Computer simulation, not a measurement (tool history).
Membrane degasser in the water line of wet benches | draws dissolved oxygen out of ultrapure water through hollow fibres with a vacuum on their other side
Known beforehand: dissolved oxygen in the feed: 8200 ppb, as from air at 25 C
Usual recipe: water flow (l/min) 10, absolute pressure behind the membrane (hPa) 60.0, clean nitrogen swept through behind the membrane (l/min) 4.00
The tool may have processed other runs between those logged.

run   hour  water flow (l/min)  absolute pressure behind the membrane (hPa)  clean nitrogen swept through behind the membrane (l/min)  dissolved oxygen in the water behind the degasser (ppb)  pressure that the water loses in the fibres (hPa)
  1    0.0                  10                                         60.0                                                      4.00                                                     67.9                                              276.9
  2   29.5                  10                                         87.8                                                      4.00                                                     84.6                                              276.3
  3   62.1                  10                                         60.0                                                      4.00                                                     66.8                                              276.9
  4  107.2                  10                                         60.0                                                      4.00                                                     68.3                                              275.8
  5  144.2                  10                                         60.0                                                      4.00                                                     67.4                                              277.0
  6  168.4                  10                                         60.0                                                      4.00                                                     67.8                                              276.7
  7  202.9                  10                                         60.0                                                      4.00                                                     68.2                                              278.8
  8  250.0                  10                                         60.0                                                      4.00                                                     66.5                                              278.7
  9  282.8                  10                                         60.0                                                      4.00                                                     67.2                                              275.6
 10  314.0                  10                                         60.0                                                      4.00                                                     67.7                                              280.1
 11  366.3                  10                                         60.0                                                      4.00                                                     67.7                                              277.4
 12  395.9                  10                                         60.0                                                      4.00                                                     67.5                                              277.9
 13  419.8                  10                                         60.0                                                      4.00                                                     68.5                                              274.8
 14  457.2                  10                                        107.2                                                      4.00                                                     96.7                                              278.7
 15  491.3                  10                                         38.3                                                      4.00                                                     55.2                                              274.8
 16  535.1                  10                                         38.3                                                      4.00                                                     55.4                                              277.3
 17  570.1                  12                                         60.0                                                      2.71                                                    124.5                                              333.7
 18  602.5                  12                                         60.0                                                      2.71                                                    125.4                                              330.5
 19  631.6                  12                                         60.0                                                      2.71                                                    124.1                                              332.9
 20  653.1                  10                                         50.4                                                      2.60                                                     68.3                                              277.9
 21  694.7                   6                                         37.2                                                     11.62                                                      6.1                                              167.8

What will run 22 give?
 22  735.7                  10                                         44.6                                                      4.00                                                        ?                                                  ?

Run 22 measured dissolved oxygen in the water behind the degasser (ppb) 58.8, pressure that the water loses in the fibres (hPa) 278.6.
The same run, on a tool lacking any hidden state, would have yielded dissolved oxygen in the water behind the degasser (ppb) 58.7, pressure that the water loses in the fibres (hPa) 278.6.

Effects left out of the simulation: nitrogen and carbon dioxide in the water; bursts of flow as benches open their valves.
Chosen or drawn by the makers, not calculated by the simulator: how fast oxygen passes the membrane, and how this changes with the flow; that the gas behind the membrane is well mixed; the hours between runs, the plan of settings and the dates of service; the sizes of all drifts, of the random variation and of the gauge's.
